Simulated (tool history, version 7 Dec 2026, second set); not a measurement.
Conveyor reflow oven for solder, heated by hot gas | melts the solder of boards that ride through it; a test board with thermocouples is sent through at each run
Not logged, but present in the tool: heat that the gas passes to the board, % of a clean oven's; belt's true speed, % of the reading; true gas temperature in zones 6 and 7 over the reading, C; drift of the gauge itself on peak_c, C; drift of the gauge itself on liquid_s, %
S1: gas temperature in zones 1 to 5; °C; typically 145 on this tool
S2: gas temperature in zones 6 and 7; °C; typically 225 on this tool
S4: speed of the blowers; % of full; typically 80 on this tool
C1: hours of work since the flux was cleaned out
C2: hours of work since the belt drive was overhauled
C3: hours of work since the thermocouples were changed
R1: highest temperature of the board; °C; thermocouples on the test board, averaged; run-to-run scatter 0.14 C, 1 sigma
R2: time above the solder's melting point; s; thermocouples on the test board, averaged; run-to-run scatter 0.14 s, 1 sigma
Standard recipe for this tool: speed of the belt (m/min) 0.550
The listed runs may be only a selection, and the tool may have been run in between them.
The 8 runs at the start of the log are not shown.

{"run": 9, "hour": 149.7, "S1": 145, "S2": 225, "speed of the belt (m/min)": 0.55, "S4": 80, "C1": 257, "C2": 237, "C3": 367, "R1": 207.2, "R2": 50.1}
{"run": 10, "hour": 165.1, "S1": 145, "S2": 225, "speed of the belt (m/min)": 0.55, "S4": 80, "C1": 265, "C2": 245, "C3": 375, "R1": 207.0, "R2": 50.2}
{"hour": 172.5, "done": "flux residue cleaned out of gas plates and filters"}
{"run": 11, "hour": 182.8, "S1": 145, "S2": 225, "speed of the belt (m/min)": 0.55, "S4": 80, "C1": 5, "C2": 251, "C3": 381, "R1": 208.4, "R2": 51.9}
{"run": 12, "hour": 210.0, "S1": 145, "S2": 225, "speed of the belt (m/min)": 0.55, "S4": 80, "C1": 19, "C2": 265, "C3": 395, "R1": 207.8, "R2": 51.7}
{"run": 13, "hour": 236.5, "S1": 145, "S2": 225, "speed of the belt (m/min)": 0.55, "S4": 80, "C1": 32, "C2": 278, "C3": 408, "R1": 207.9, "R2": 51.8}
{"run": 14, "hour": 248.4, "S1": 145, "S2": 225, "speed of the belt (m/min)": 0.55, "S4": 80, "C1": 38, "C2": 284, "C3": 414, "R1": 207.9, "R2": 51.6}
{"run": 15, "hour": 259.8, "S1": 145, "S2": 225, "speed of the belt (m/min)": 0.55, "S4": 80, "C1": 44, "C2": 290, "C3": 420, "R1": 208.0, "R2": 51.6}
{"hour": 266.1, "done": "belt drive overhauled, speed set with a stopwatch"}
{"run": 16, "hour": 277.7, "S1": 145, "S2": 225, "speed of the belt (m/min)": 0.55, "S4": 80, "C1": 51, "C2": 6, "C3": 427, "R1": 207.8, "R2": 51.8}
{"run": 17, "hour": 297.3, "S1": 145, "S2": 225, "speed of the belt (m/min)": 0.55, "S4": 80, "C1": 61, "C2": 16, "C3": 437, "R1": 207.9, "R2": 51.2}
{"run": 18, "hour": 321.5, "S1": 145, "S2": 219, "speed of the belt (m/min)": 0.461, "S4": 80, "C1": 73, "C2": 28, "C3": 449, "R1": 207.3, "R2": 63.1}
{"run": 19, "hour": 345.6, "S1": 146, "S2": 229, "speed of the belt (m/min)": 0.447, "S4": 62, "C1": 85, "C2": 40, "C3": 461, "R1": 213.6, "R2": 71.3}
{"run": 20, "hour": 370.6, "S1": 144, "S2": 225, "speed of the belt (m/min)": 0.55, "S4": 87, "C1": 98, "C2": 53, "C3": 474, "R1": 208.7, "R2": 52.3}
{"run": 21, "hour": 384.2, "S1": 133, "S2": 230, "speed of the belt (m/min)": 0.583, "S4": 84, "C1": 105, "C2": 59, "C3": 480, "R1": 208.4, "R2": 44.2}
{"run": 22, "hour": 403.8, "S1": 145, "S2": 235, "speed of the belt (m/min)": 0.48, "S4": 62, "C1": 114, "C2": 69, "C3": 490, "R1": 216.5, "R2": 67.4}
{"hour": 418.0, "done": "belt drive overhauled, speed set with a stopwatch, once more"}
{"run": 23, "hour": 419.6, "S1": 145, "S2": 235, "speed of the belt (m/min)": 0.48, "S4": 62, "C1": 120, "C2": 1, "C3": 496, "R1": 216.1, "R2": 66.5}

Run 24 has not been measured yet. What should we expect?
{"run": 24, "hour": 440.2, "S1": 145, "S2": 235, "speed of the belt (m/min)": 0.48, "S4": 62, "C1": 131, "C2": 11, "C3": 507, "R1": "?", "R2": "?"}

R1: 216.1 °C
R2: 66.6 s
On a tool with no hidden condition, and with the same random variation, this run would have come out at R1 217.9 °C, R2 68.4 s.

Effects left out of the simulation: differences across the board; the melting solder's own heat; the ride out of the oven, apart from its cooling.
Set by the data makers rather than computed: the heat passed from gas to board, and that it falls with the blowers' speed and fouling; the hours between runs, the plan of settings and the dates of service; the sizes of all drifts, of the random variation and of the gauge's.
